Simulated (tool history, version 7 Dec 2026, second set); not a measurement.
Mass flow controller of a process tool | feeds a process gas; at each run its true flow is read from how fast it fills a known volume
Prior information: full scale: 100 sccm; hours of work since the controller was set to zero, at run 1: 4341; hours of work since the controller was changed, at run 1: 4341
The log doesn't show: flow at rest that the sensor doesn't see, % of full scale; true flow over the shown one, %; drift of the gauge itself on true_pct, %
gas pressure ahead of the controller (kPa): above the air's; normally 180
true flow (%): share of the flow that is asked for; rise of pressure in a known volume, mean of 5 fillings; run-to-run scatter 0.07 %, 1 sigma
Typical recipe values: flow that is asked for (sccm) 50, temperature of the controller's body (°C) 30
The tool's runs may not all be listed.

run,day,flow that is asked for (sccm),gas pressure ahead of the controller (kPa),temperature of the controller's body (°C),hours of work since the controller was set to zero,hours of work since the controller was changed,true flow (%)
1,0.000,50,180,30,4341,4341,97.33
2,16.846,50,180,30,4515,4515,97.30
3,34.588,50,180,30,4699,4699,97.33
4,43.412,27,180,30,4790,4790,94.62
# day 51.462: controller's zero set anew
5,52.775,27,180,30,14,4886,92.92
6,71.108,27,180,30,203,5076,92.92
7,78.633,27,157,30,281,5154,92.85
8,92.992,50,180,30,430,5302,96.22
# day 108.008: controller's zero set anew, once more
9,108.008,60,180,30,0,5457,100.13
10,124.358,60,180,30,169,5627,100.06
11,135.150,50,259,30,281,5738,99.32
12,150.433,50,259,30,439,5896,99.11
13,159.288,50,259,30,530,5988,99.19
14,167.729,50,259,30,618,6075,99.06
15,183.404,50,259,30,780,6237,99.07
16,193.721,50,180,26,887,6344,100.07
17,205.996,50,180,26,1014,6471,99.98
18,215.375,83,180,40,1111,6568,99.25
19,229.588,13,178,26,1258,6715,97.42
20,243.300,50,147,23,1399,6857,100.35
21,255.658,22,218,30,1527,6985,97.59
22,271.771,12,218,30,1694,7151,95.49

Run 23, settings as shown, results not yet in. Your forecast:
23,282.079,12,218,30,1800,7258,?

{"run 23": {"true flow (%)": 95.38}}
On a tool with no hidden condition, and with the same random variation, this run would have come out at true flow (%) 98.06.
